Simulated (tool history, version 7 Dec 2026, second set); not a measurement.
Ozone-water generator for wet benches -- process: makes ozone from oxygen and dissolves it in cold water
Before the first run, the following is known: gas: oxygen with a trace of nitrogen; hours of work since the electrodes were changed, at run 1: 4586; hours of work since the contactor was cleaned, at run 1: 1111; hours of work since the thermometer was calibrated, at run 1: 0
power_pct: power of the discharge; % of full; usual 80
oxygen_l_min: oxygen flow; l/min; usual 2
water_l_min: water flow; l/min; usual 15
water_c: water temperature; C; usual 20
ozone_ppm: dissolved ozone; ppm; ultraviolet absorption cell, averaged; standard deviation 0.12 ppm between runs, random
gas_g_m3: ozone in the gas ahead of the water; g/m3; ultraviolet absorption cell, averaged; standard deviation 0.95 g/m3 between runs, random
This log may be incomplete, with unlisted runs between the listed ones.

run,hour,power_pct,oxygen_l_min,water_l_min,water_c,hours of work since the electrodes were changed,hours of work since the contactor was cleaned,hours of work since the thermometer was calibrated,ozone_ppm,gas_g_m3
1,0,80,2,15,20,4586,1111,0,9.9,159.9
2,141.1,80,2,15,20,4705,1231,120,9.6,159.6
3,310,80,2,15,20,4848,1374,263,9.7,158.5
4,456.7,80,2,15,20,4972,1498,387,9.8,160.3
5,543,50,2,15,20,5045,1571,460,6.2,104.7
6,715.8,50,2,15,20,5192,1717,606,6.2,104
7,879.7,50,2,15,20,5331,1856,745,6.2,104.9
8,1056.5,80,2.09,15,20,5480,2006,895,9.8,157.9
9,1244.8,80,2.09,15,22,5640,2165,1054,9.8,158.5
10,1437,80,2.09,15,22,5803,2328,1217,9.6,157.9
11,1521.3,80,2.09,15,22,5874,2400,1288,9.6,158
12,1694.7,82,2,15,20,6021,2546,1435,9.9,165.2
13,1898.9,82,2,15,20,6194,2719,1608,9.9,167.2
14,2020.5,80,2,15,20,6297,2822,1711,9.7,161.8
15,2127.9,80,2,18,20,6388,2913,1802,8.3,161.1
16,2211.7,99,1.49,13,20,6459,2984,1873,12.8,225.5
17,2301.2,99,1.49,13,20,6535,3060,1949,12.3,226.1
18,2447.7,82,1.49,13,20,6659,3184,2073,10.8,191
19,2651.7,98,2.01,11,25,6831,3357,2246,14.4,195.8
20,2789.3,98,2.01,11,27,6948,3474,2362,14,195
21,2990.6,98,2.01,11,27,7118,3644,2533,14,196.2
22,3085.6,100,1.21,17,18,7199,3725,2613,9.3,252.6
23,3261.8,100,1.21,17,18,7348,3874,2763,9.1,252.7
24,3370.5,74,1.07,17,17,7440,3966,2855,6.7,204.2
25,3514.6,74,1.07,17,17,7562,4088,2977,6.9,204.9
26,3651.8,74,1.07,17,17,7678,4204,3093,6.7,203.1
27,3805,51,1.8,15,20,7808,4334,3223,6.3,113.3
28,3958.7,51,2.05,11,20,7938,4464,3353,8.5,107.1
29,4121.5,60,2,15,17,8076,4602,3491,7.8,125.2
30,4209.6,80,2,13,23,8151,4676,3565,10.5,164.7

Pick out some run-to-run changes in gas_g_m3. Of each, how much would a tool without hidden state show as well, from the settings, what came in and chance, and how much is left for the hidden state and any gauge scatter not in both results compared?
Unlogged tool condition in this case: yield of the discharge, % of new electrodes'; contactor's efficiency, % of a clean one's; true water temperature over the reading, C; drift of the gauge itself on ozone_ppm, %; drift of the gauge itself on gas_g_m3, %.
Run 15 -> 16: power_pct 80 -> 99, oxygen_l_min 2 -> 1.49, water_l_min 18 -> 13. gas_g_m3 +64.4 g/m3: hidden state +0.7, all else +63.7.
Run 21 -> 22: power_pct 98 -> 100, oxygen_l_min 2.01 -> 1.21, water_l_min 11 -> 17, water_c 27 -> 18. gas_g_m3 +56.4 g/m3: hidden state +1, all else +55.4.
Run 26 -> 27: power_pct 74 -> 51, oxygen_l_min 1.07 -> 1.8, water_l_min 17 -> 15, water_c 17 -> 20. gas_g_m3 -89.8 g/m3: hidden state -1.6, all else -88.2.
Run 29 -> 30: power_pct 60 -> 80, water_l_min 15 -> 13, water_c 17 -> 23. gas_g_m3 +39.5 g/m3: hidden state +0.9, all else +38.6.

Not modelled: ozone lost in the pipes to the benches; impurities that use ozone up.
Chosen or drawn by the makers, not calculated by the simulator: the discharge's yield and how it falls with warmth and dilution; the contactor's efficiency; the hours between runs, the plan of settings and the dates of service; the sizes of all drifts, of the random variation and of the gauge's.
